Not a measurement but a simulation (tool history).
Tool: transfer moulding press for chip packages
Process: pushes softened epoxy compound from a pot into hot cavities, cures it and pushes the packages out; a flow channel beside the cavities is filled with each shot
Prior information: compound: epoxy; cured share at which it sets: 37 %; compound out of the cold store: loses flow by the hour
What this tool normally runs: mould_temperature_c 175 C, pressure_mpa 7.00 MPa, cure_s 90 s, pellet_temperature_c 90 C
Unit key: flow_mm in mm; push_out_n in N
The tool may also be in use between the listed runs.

run   hour  mould_temperature_c  pressure_mpa  cure_s  pellet_temperature_c  incoming compound's hours out of the cold store  flow_mm  push_out_n
  1    0.0                  175          7.00      90                    90                                             45.8      734         367
  2   32.5                  175          7.22      90                    90                                             21.4      804         379
  3   54.5                  175          7.00      90                    90                                             26.9      780         349
  4   78.3                  175          7.00      90                    90                                             35.8      748         394
  5  108.9                  175          7.00      74                    90                                             19.8      793         528
  6  130.0                  175          7.00      74                    90                                             47.2      717         453
  7  156.7                  175          7.00      74                    90                                             17.9      793         444
  8  172.7                  175          7.00      74                    90                                             18.9      793         510
  9  187.8                  175          7.00     115                    90                                             25.2      772         378
 10  212.1                  170          6.15     128                    92                                             23.3      739         350
 11  241.5                  167          6.16     100                    80                                             13.3      777         471
 12  268.3                  181          7.00      95                    90                                             42.0      709         301
 13  291.6                  179          6.90      84                    96                                             42.0      703         378
 14  322.1                  179          6.90      84                    96                                             15.7      809         364
 15  352.2                  179          6.90      84                    96                                             22.6      784         348

Removed from this log: 11 entries logged between the listed runs. Between which two listed runs does each belong, and how does the tool's hidden state at the listed run before it compare with that at the listed run after it?
Logged between run 1 and run 2: cavities cleaned with cleaning compound and waxed (hour 10.0)
  true mould temperature over the reading, C: -0.36 -> -0.38; pressure that reaches the compound, % of what is set: 97.37 -> 96.61; grip of the stained cavities, % over clean ones': 18.7 -> 19.2
  measured value less the no-hidden-state value, flow_mm: -9 -> -13 mm; push_out_n: +60 -> +65 N
Logged between run 2 and run 3: cavities cleaned with cleaning compound and waxed (hour 45.8)
  true mould temperature over the reading, C: -0.38 -> -0.39; pressure that reaches the compound, % of what is set: 96.61 -> 96.16; grip of the stained cavities, % over clean ones': 19.2 -> 8.9
  measured value less the no-hidden-state value, flow_mm: -13 -> -14 mm; push_out_n: +65 -> +31 N
Logged between run 4 and run 5: cavities cleaned with cleaning compound and waxed (hour 82.7)
  true mould temperature over the reading, C: -0.41 -> -0.43; pressure that reaches the compound, % of what is set: 95.63 -> 94.97; grip of the stained cavities, % over clean ones': 24 -> 21.6
  measured value less the no-hidden-state value, flow_mm: -16 -> -19 mm; push_out_n: +80 -> +104 N
Logged between run 5 and run 6: cavities cleaned with cleaning compound and waxed (hour 119.0)
  true mould temperature over the reading, C: -0.43 -> -0.44; pressure that reaches the compound, % of what is set: 94.97 -> 94.55; grip of the stained cavities, % over clean ones': 21.6 -> 10.4
  measured value less the no-hidden-state value, flow_mm: -19 -> -19 mm; push_out_n: +104 -> +52 N
Logged between run 6 and run 7: cavities cleaned with cleaning compound and waxed (hour 155.1)
  true mould temperature over the reading, C: -0.44 -> -0.46; pressure that reaches the compound, % of what is set: 94.55 -> 94; grip of the stained cavities, % over clean ones': 10.4 -> 3.6
  measured value less the no-hidden-state value, flow_mm: -19 -> -24 mm; push_out_n: +52 -> +27 N
Logged between run 9 and run 10: cavities cleaned with cleaning compound and waxed (hour 192.3)
  true mould temperature over the reading, C: -0.48 -> -0.5; pressure that reaches the compound, % of what is set: 93.36 -> 92.87; grip of the stained cavities, % over clean ones': 25.8 -> 15.9
  measured value less the no-hidden-state value, flow_mm: -26 -> -27 mm; push_out_n: +77 -> +49 N
Logged between run 10 and run 11: cavities cleaned with cleaning compound and waxed (hour 229.2)
  true mould temperature over the reading, C: -0.5 -> -0.52; pressure that reaches the compound, % of what is set: 92.87 -> 92.26; grip of the stained cavities, % over clean ones': 15.9 -> 14.3
  measured value less the no-hidden-state value, flow_mm: -27 -> -31 mm; push_out_n: +49 -> +70 N
Logged between run 11 and run 12: cavities cleaned with cleaning compound and waxed (hour 265.3)
  true mould temperature over the reading, C: -0.52 -> -0.54; pressure that reaches the compound, % of what is set: 92.26 -> 91.74; grip of the stained cavities, % over clean ones': 14.3 -> 3.4
  measured value less the no-hidden-state value, flow_mm: -31 -> -30 mm; push_out_n: +70 -> +11 N
Logged between run 13 and run 14: cavities cleaned with cleaning compound and waxed (hour 301.4); plunger's sealing rings changed (hour 319.3)
  true mould temperature over the reading, C: -0.56 -> -0.58; pressure that reaches the compound, % of what is set: 91.2 -> 99.23; grip of the stained cavities, % over clean ones': 21 -> 17.3
  measured value less the no-hidden-state value, flow_mm: -32 -> -2 mm; push_out_n: +69 -> +57 N
Logged between run 14 and run 15: cavities cleaned with cleaning compound and waxed (hour 339.1)
  true mould temperature over the reading, C: -0.58 -> -0.6; pressure that reaches the compound, % of what is set: 99.23 -> 98.53; grip of the stained cavities, % over clean ones': 17.3 -> 13.4
  measured value less the no-hidden-state value, flow_mm: -2 -> -4 mm; push_out_n: +57 -> +45 N

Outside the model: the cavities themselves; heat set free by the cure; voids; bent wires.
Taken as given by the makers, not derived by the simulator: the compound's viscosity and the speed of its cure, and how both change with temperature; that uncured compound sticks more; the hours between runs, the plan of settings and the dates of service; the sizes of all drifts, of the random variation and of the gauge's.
